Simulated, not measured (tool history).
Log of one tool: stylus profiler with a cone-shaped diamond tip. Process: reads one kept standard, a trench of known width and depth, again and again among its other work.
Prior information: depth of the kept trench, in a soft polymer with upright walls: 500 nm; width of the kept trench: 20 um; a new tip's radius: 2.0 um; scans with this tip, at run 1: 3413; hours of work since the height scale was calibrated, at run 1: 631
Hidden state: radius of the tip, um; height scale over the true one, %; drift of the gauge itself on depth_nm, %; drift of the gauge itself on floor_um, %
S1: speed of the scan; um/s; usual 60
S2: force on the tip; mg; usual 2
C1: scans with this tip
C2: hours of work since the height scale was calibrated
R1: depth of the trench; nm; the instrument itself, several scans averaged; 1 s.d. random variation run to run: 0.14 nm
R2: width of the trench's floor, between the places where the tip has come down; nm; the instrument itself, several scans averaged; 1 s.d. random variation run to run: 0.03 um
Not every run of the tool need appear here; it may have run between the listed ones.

{"run": 1, "hour": 0.0, "S1": 60, "S2": 2, "C1": 3413, "C2": 631, "R1": 503.76, "R2": 17100}
{"run": 2, "hour": 41.1, "S1": 60, "S2": 2, "C1": 3507, "C2": 649, "R1": 503.92, "R2": 17090}
{"run": 3, "hour": 87.7, "S1": 60, "S2": 2, "C1": 3613, "C2": 668, "R1": 503.69, "R2": 17210}
{"run": 4, "hour": 139.8, "S1": 60, "S2": 2, "C1": 3732, "C2": 690, "R1": 503.53, "R2": 17130}
{"run": 5, "hour": 191.3, "S1": 60, "S2": 2, "C1": 3850, "C2": 712, "R1": 503.51, "R2": 17100}
{"run": 6, "hour": 228.6, "S1": 60, "S2": 2, "C1": 3936, "C2": 728, "R1": 503.53, "R2": 17150}
{"run": 7, "hour": 269.3, "S1": 60, "S2": 2, "C1": 4029, "C2": 745, "R1": 503.23, "R2": 17130}
{"run": 8, "hour": 310.4, "S1": 60, "S2": 2, "C1": 4123, "C2": 763, "R1": 503.67, "R2": 17090}
{"run": 9, "hour": 355.8, "S1": 60, "S2": 2, "C1": 4227, "C2": 782, "R1": 503.51, "R2": 17130}
{"run": 10, "hour": 389.2, "S1": 60, "S2": 2, "C1": 4303, "C2": 796, "R1": 503.48, "R2": 17060}
{"run": 11, "hour": 426.6, "S1": 60, "S2": 2, "C1": 4389, "C2": 812, "R1": 503.32, "R2": 17190}
{"run": 12, "hour": 453.9, "S1": 60, "S2": 2, "C1": 4451, "C2": 823, "R1": 503.42, "R2": 17090}
{"run": 13, "hour": 491.4, "S1": 31, "S2": 2, "C1": 4537, "C2": 839, "R1": 503.49, "R2": 17230}
{"run": 14, "hour": 515.9, "S1": 31, "S2": 2, "C1": 4593, "C2": 850, "R1": 503.58, "R2": 17200}
{"run": 15, "hour": 548.4, "S1": 60, "S2": 2, "C1": 4667, "C2": 863, "R1": 503.49, "R2": 17170}
{"run": 16, "hour": 599.7, "S1": 60, "S2": 1.89, "C1": 4785, "C2": 885, "R1": 503.17, "R2": 17080}
{"run": 17, "hour": 648.5, "S1": 60, "S2": 2.72, "C1": 4896, "C2": 906, "R1": 504.46, "R2": 17090}
{"run": 18, "hour": 672.7, "S1": 60, "S2": 1.02, "C1": 4952, "C2": 916, "R1": 501.08, "R2": 17020}
{"run": 19, "hour": 704.0, "S1": 25, "S2": 4.74, "C1": 5023, "C2": 929, "R1": 507.41, "R2": 17270}
{"run": 20, "hour": 736.3, "S1": 60, "S2": 3.19, "C1": 5097, "C2": 943, "R1": 505.16, "R2": 17130}
{"run": 21, "hour": 759.3, "S1": 17, "S2": 0.8, "C1": 5150, "C2": 953, "R1": 500.77, "R2": 17160}
{"run": 22, "hour": 782.3, "S1": 206, "S2": 1.9, "C1": 5202, "C2": 962, "R1": 502.86, "R2": 16720}
{"run": 23, "hour": 834.2, "S1": 206, "S2": 1.9, "C1": 5321, "C2": 984, "R1": 502.98, "R2": 16670}
{"run": 24, "hour": 858.1, "S1": 60, "S2": 3.61, "C1": 5376, "C2": 994, "R1": 505.73, "R2": 17110}
{"run": 25, "hour": 886.6, "S1": 33, "S2": 1.13, "C1": 5441, "C2": 1007, "R1": 501.42, "R2": 17150}
{"hour": 889.5, "done": "height scale calibrated on a step standard"}
{"run": 26, "hour": 934.0, "S1": 133, "S2": 1.13, "C1": 5548, "C2": 19, "R1": 501.02, "R2": 16720}
{"run": 27, "hour": 981.9, "S1": 224, "S2": 5.57, "C1": 5658, "C2": 39, "R1": 507.97, "R2": 16890}
{"run": 28, "hour": 1027.0, "S1": 236, "S2": 4.9, "C1": 5761, "C2": 58, "R1": 506.68, "R2": 16850}
{"run": 29, "hour": 1063.4, "S1": 80, "S2": 2, "C1": 5845, "C2": 74, "R1": 502.61, "R2": 16990}
{"run": 30, "hour": 1092.7, "S1": 80, "S2": 2, "C1": 5912, "C2": 86, "R1": 502.7, "R2": 17000}
{"run": 31, "hour": 1136.8, "S1": 25, "S2": 2.83, "C1": 6012, "C2": 105, "R1": 504.11, "R2": 17100}
{"run": 32, "hour": 1188.0, "S1": 126, "S2": 1.36, "C1": 6130, "C2": 126, "R1": 501.34, "R2": 16840}
{"hour": 1193.1, "done": "height scale calibrated on a step standard, once more"}
{"run": 33, "hour": 1234.4, "S1": 126, "S2": 1.36, "C1": 6235, "C2": 17, "R1": 504.31, "R2": 16790}
{"run": 34, "hour": 1285.2, "S1": 126, "S2": 1.36, "C1": 6351, "C2": 39, "R1": 504.08, "R2": 16770}
{"run": 35, "hour": 1315.7, "S1": 126, "S2": 1.36, "C1": 6421, "C2": 52, "R1": 503.98, "R2": 16880}
{"run": 36, "hour": 1364.3, "S1": 17, "S2": 3.63, "C1": 6532, "C2": 72, "R1": 507.77, "R2": 17200}

Selected run-to-run steps in R1, each split into two signed amounts: the part the tool would show with no hidden state at all (from settings, incoming material and random variation), and the remainder, which goes to the hidden state together with any gauge scatter not common to the measured and the hidden-state-free results:
Run 18 -> 19: S1 60 -> 25, S2 1.02 -> 4.74. R1 +6.33 nm: hidden state -0.05, all else +6.38.
Run 20 -> 21: S1 60 -> 17, S2 3.19 -> 0.8. R1 -4.39 nm: hidden state +0.01, all else -4.4.
Run 25 -> 26: S1 33 -> 133, height scale calibrated on a step standard. R1 -0.4 nm: hidden state -0.31, all else -0.09.
Run 26 -> 27: S1 133 -> 224, S2 1.13 -> 5.57. R1 +6.95 nm: hidden state -0.06, all else +7.01.
Run 32 -> 33: height scale calibrated on a step standard, once more. R1 +2.97 nm: hidden state +2.75, all else +0.22.

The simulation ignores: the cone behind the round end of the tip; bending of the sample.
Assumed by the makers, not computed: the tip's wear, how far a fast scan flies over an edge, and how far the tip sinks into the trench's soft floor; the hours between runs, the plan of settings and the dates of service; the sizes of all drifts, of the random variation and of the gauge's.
